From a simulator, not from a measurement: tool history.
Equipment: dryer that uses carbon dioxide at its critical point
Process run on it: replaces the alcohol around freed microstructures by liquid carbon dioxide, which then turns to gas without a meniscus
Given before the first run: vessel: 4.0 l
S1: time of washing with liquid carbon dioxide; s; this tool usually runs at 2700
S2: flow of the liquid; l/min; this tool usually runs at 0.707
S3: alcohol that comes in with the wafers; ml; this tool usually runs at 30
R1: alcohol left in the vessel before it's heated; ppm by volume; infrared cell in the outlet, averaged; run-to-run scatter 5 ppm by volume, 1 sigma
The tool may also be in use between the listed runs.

| run | hour | S1 | S2 | S3 | R1 |
|---|---|---|---|---|---|
| 1 | 0 | 2700 | 0.707 | 30 | 46 |
| 2 | 17.3 | 2700 | 0.882 | 30 | 44 |
| 3 | 37.9 | 2700 | 0.882 | 30 | 40 |
| 4 | 56.5 | 2700 | 0.882 | 30 | 49 |
| 5 | 71.2 | 2700 | 0.882 | 30 | 41 |
| 6 | 84.3 | 2700 | 0.882 | 30 | 48 |
| 7 | 95.9 | 2700 | 0.707 | 30 | 61 |
|  | 104.3 | inlet filter changed |
| 8 | 110.5 | 2700 | 0.707 | 30 | 52 |
| 9 | 131.3 | 2700 | 0.707 | 30 | 54 |
| 10 | 151.2 | 2700 | 0.989 | 30 | 53 |
| 11 | 172.2 | 2700 | 0.989 | 30 | 46 |
| 12 | 189.6 | 2700 | 0.989 | 93 | 58 |
| 13 | 204.6 | 3240 | 0.989 | 93 | 54 |
| 14 | 221.3 | 3480 | 1.009 | 22 | 56 |
| 15 | 241.7 | 1860 | 1.021 | 22 | 65 |

The same runs without the tool's hidden state, with the same run-to-run variation:
Hidden conditions of the tool in this case: flow that reaches the vessel past the clogged filter, %; alcohol in the recycled carbon dioxide, ppm; drift of the gauge itself on alcohol_ppm, %.
| run | R1 |
|---|---|
| 1 | 5 |
| 2 | 6 |
| 3 | 1 |
| 4 | 7 |
| 5 | 0 |
| 6 | 3 |
| 7 | 6 |
| 8 | 8 |
| 9 | 8 |
| 10 | 7 |
| 11 | 0 |
| 12 | 8 |
| 13 | 3 |
| 14 | 4 |
| 15 | 9 |
